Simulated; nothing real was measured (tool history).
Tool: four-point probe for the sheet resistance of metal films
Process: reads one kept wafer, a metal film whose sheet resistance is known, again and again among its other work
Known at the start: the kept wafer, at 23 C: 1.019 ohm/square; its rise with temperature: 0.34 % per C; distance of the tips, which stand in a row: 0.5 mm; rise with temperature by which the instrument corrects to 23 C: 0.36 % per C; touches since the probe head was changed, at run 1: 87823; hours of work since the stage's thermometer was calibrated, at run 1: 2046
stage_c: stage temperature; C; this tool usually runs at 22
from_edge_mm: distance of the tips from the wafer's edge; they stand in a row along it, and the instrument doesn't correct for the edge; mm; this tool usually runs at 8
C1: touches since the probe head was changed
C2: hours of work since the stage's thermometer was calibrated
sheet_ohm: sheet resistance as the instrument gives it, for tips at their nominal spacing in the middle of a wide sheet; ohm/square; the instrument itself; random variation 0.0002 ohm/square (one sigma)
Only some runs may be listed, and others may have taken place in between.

{"run": 1, "day": 0.0, "stage_c": 22, "from_edge_mm": 8, "C1": 87823, "C2": 2046, "sheet_ohm": 1.021685}
{"run": 2, "day": 3.383, "stage_c": 19, "from_edge_mm": 8, "C1": 89903, "C2": 2090, "sheet_ohm": 1.022036}
{"run": 3, "day": 6.4, "stage_c": 22, "from_edge_mm": 11, "C1": 91756, "C2": 2130, "sheet_ohm": 1.020376}
{"run": 4, "day": 8.467, "stage_c": 22, "from_edge_mm": 8, "C1": 93024, "C2": 2157, "sheet_ohm": 1.02136}
{"run": 5, "day": 10.358, "stage_c": 22, "from_edge_mm": 8, "C1": 94186, "C2": 2181, "sheet_ohm": 1.021258}
{"run": 6, "day": 13.592, "stage_c": 22, "from_edge_mm": 8, "C1": 96174, "C2": 2223, "sheet_ohm": 1.021184}
{"run": 7, "day": 17.125, "stage_c": 22, "from_edge_mm": 8, "C1": 98344, "C2": 2269, "sheet_ohm": 1.021352}
{"run": 8, "day": 18.929, "stage_c": 22, "from_edge_mm": 8, "C1": 99453, "C2": 2293, "sheet_ohm": 1.021324}
{"run": 9, "day": 21.317, "stage_c": 22, "from_edge_mm": 8, "C1": 100919, "C2": 2324, "sheet_ohm": 1.021214}
{"run": 10, "day": 23.379, "stage_c": 33, "from_edge_mm": 8, "C1": 102186, "C2": 2350, "sheet_ohm": 1.018588}
{"run": 11, "day": 26.217, "stage_c": 22, "from_edge_mm": 8, "C1": 103931, "C2": 2387, "sheet_ohm": 1.021306}
{"run": 12, "day": 29.146, "stage_c": 22, "from_edge_mm": 8, "C1": 105730, "C2": 2425, "sheet_ohm": 1.021381}
{"run": 13, "day": 32.683, "stage_c": 22, "from_edge_mm": 8, "C1": 107904, "C2": 2471, "sheet_ohm": 1.021181}
{"run": 14, "day": 35.008, "stage_c": 22, "from_edge_mm": 8, "C1": 109332, "C2": 2502, "sheet_ohm": 1.021431}
{"run": 15, "day": 37.475, "stage_c": 22, "from_edge_mm": 8, "C1": 110847, "C2": 2534, "sheet_ohm": 1.021452}
{"run": 16, "day": 40.346, "stage_c": 22, "from_edge_mm": 8, "C1": 112611, "C2": 2571, "sheet_ohm": 1.021506}
{"run": 17, "day": 42.912, "stage_c": 22, "from_edge_mm": 8, "C1": 114188, "C2": 2604, "sheet_ohm": 1.021538}
{"run": 18, "day": 44.825, "stage_c": 26, "from_edge_mm": 8, "C1": 115363, "C2": 2629, "sheet_ohm": 1.020058}
{"run": 19, "day": 46.796, "stage_c": 24, "from_edge_mm": 10, "C1": 116575, "C2": 2655, "sheet_ohm": 1.01994}
{"day": 47.254, "done": "stage's thermometer calibrated"}
{"run": 20, "day": 48.371, "stage_c": 32, "from_edge_mm": 14, "C1": 117530, "C2": 15, "sheet_ohm": 1.017194}
{"run": 21, "day": 51.408, "stage_c": 27, "from_edge_mm": 7, "C1": 119395, "C2": 54, "sheet_ohm": 1.020536}
{"run": 22, "day": 54.412, "stage_c": 27, "from_edge_mm": 7, "C1": 121240, "C2": 93, "sheet_ohm": 1.020968}
{"run": 23, "day": 57.65, "stage_c": 27, "from_edge_mm": 7, "C1": 123230, "C2": 135, "sheet_ohm": 1.020722}
{"run": 24, "day": 60.167, "stage_c": 27, "from_edge_mm": 61, "C1": 124776, "C2": 168, "sheet_ohm": 1.017966}
{"run": 25, "day": 61.617, "stage_c": 21, "from_edge_mm": 50, "C1": 125666, "C2": 187, "sheet_ohm": 1.019687}
{"run": 26, "day": 64.967, "stage_c": 21, "from_edge_mm": 50, "C1": 127725, "C2": 230, "sheet_ohm": 1.019814}
{"run": 27, "day": 68.492, "stage_c": 24, "from_edge_mm": 45, "C1": 129890, "C2": 276, "sheet_ohm": 1.018564}
{"run": 28, "day": 70.621, "stage_c": 33, "from_edge_mm": 6, "C1": 131199, "C2": 304, "sheet_ohm": 1.019936}
{"run": 29, "day": 72.633, "stage_c": 24, "from_edge_mm": 5, "C1": 132434, "C2": 330, "sheet_ohm": 1.02421}
{"run": 30, "day": 75.375, "stage_c": 18, "from_edge_mm": 38, "C1": 134120, "C2": 366, "sheet_ohm": 1.020719}
{"day": 76.058, "done": "new probe head fitted"}
{"run": 31, "day": 77.138, "stage_c": 25, "from_edge_mm": 10, "C1": 663, "C2": 388, "sheet_ohm": 1.019793}
{"run": 32, "day": 79.788, "stage_c": 25, "from_edge_mm": 9, "C1": 2292, "C2": 423, "sheet_ohm": 1.020013}
{"run": 33, "day": 83.2, "stage_c": 27, "from_edge_mm": 8, "C1": 4388, "C2": 467, "sheet_ohm": 1.019942}
{"run": 34, "day": 85.679, "stage_c": 21, "from_edge_mm": 25, "C1": 5911, "C2": 499, "sheet_ohm": 1.0194}

Expected results for the next run?
{"run": 35, "day": 87.75, "stage_c": 21, "from_edge_mm": 25, "C1": 7184, "C2": 526, "sheet_ohm": "?"}

Run 35 gave sheet_ohm 1.019485 ohm/square.
With the hidden condition absent and the run-to-run variation left alone, this run would have shown sheet_ohm 1.019377 ohm/square.

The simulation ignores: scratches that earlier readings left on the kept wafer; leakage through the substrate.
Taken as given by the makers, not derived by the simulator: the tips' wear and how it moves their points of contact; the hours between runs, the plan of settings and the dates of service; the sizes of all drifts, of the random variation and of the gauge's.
